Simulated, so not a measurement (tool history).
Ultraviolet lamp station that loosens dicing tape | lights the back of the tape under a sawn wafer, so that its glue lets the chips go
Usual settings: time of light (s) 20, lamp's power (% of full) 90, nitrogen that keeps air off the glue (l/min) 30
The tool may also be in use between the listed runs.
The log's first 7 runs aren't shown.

| run | day | time of light (s) | lamp's power (% of full) | nitrogen that keeps air off the glue (l/min) | force that peels the tape off (N) | light that reached the tape (mJ/cm²) |
|---|---|---|---|---|---|---|
| 8 | 13.262 | 20 | 90 | 15 | 0.387 | 522 |
| 9 | 14.467 | 20 | 90 | 15 | 0.369 | 521 |
| 10 | 15.812 | 20 | 90 | 15 | 0.379 | 522 |
| 11 | 17.492 | 20 | 90 | 15 | 0.365 | 524 |
| 12 | 18.671 | 20 | 90 | 15 | 0.379 | 519 |
|  | 19.275 | window cleaned of glue's vapour |
| 13 | 20.958 | 20 | 90 | 15 | 0.381 | 525 |
| 14 | 22.946 | 20 | 90 | 15 | 0.38 | 519 |
| 15 | 24.312 | 20 | 76 | 30 | 0.38 | 444 |
| 16 | 26.792 | 20 | 76 | 30 | 0.383 | 436 |
| 17 | 27.879 | 20 | 90 | 30 | 0.283 | 518 |
| 18 | 29.975 | 20 | 99 | 30 | 0.257 | 568 |
| 19 | 32.046 | 20 | 99 | 30 | 0.265 | 572 |
| 20 | 33.2 | 20 | 99 | 30 | 0.27 | 570 |
|  | 34.504 | window cleaned of glue's vapour |
| 21 | 35.796 | 20 | 99 | 30 | 0.263 | 573 |
| 22 | 38.379 | 20 | 99 | 30 | 0.256 | 567 |
| 23 | 40.062 | 20 | 90 | 60 | 0.266 | 523 |
| 24 | 41.367 | 18 | 86 | 9 | 0.626 | 449 |
| 25 | 43.025 | 31 | 90 | 30 | 0.193 | 804 |
| 26 | 44.908 | 14 | 70 | 11 | 1.289 | 285 |
| 27 | 46.55 | 20 | 97 | 59 | 0.232 | 559 |
| 28 | 47.796 | 20 | 91 | 10 | 0.423 | 528 |
| 29 | 49.079 | 31 | 88 | 55 | 0.218 | 784 |
|  | 49.683 | window cleaned of glue's vapour |
| 30 | 51.142 | 14 | 88 | 39 | 0.511 | 356 |
| 31 | 52.858 | 21 | 85 | 14 | 0.401 | 513 |

Forecast run 32:
| 32 | 55.021 | 21 | 85 | 14 | ? | ? |

force that peels the tape off (N): 0.4
light that reached the tape (mJ/cm²): 518
Without the tool's hidden state the same run would have given force that peels the tape off (N) 0.398, light that reached the tape (mJ/cm²) 520.

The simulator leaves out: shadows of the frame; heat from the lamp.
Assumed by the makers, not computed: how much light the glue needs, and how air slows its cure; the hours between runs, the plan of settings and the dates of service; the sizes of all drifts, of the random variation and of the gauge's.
